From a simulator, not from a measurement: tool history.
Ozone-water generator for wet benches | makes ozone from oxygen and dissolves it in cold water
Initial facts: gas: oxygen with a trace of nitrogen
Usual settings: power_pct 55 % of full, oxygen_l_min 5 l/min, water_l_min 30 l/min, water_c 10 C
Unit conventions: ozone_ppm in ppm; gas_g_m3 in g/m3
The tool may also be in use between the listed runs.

run,hour,power_pct,oxygen_l_min,water_l_min,water_c,ozone_ppm,gas_g_m3
1,0,55,5,30,10,11.9,186.1
2,111.8,55,5,30,10,11.7,185.2
3,205.1,55,5,30,10,11.7,184.2
4,265.1,55,5,30,10,11.8,184.1
5,348.7,55,5,30,10,11.7,182.1
6,450.4,55,5,30,5,12.2,184
7,539,55,5,30,5,12.1,182.7
8,586.9,55,5,30,5,12.3,183
9,636,55,5,34,5,10.4,184
10,690.6,49,5,30,10,10.8,168.2
11,780,55,5,30,10,11.5,182.1
12,868.9,55,5,30,10,11.7,181.7
13,936.8,55,5,30,14,11.4,183.2
14,1009.1,55,5,30,14,11.3,182.7
15,1095.2,55,4.43,30,10,11.3,196
16,1155.7,55,4.43,30,10,11.6,195.8
17,1261.5,55,4.43,30,10,11.3,194.2

Run 18 is up next; what results do you expect?
18,1319.2,55,8.06,41,13,?,?

{"run 18": {"ozone_ppm": 8.4, "gas_g_m3": 133.6}}
Had the tool carried no hidden state, the very same run would have given ozone_ppm 9 ppm, gas_g_m3 137 g/m3.
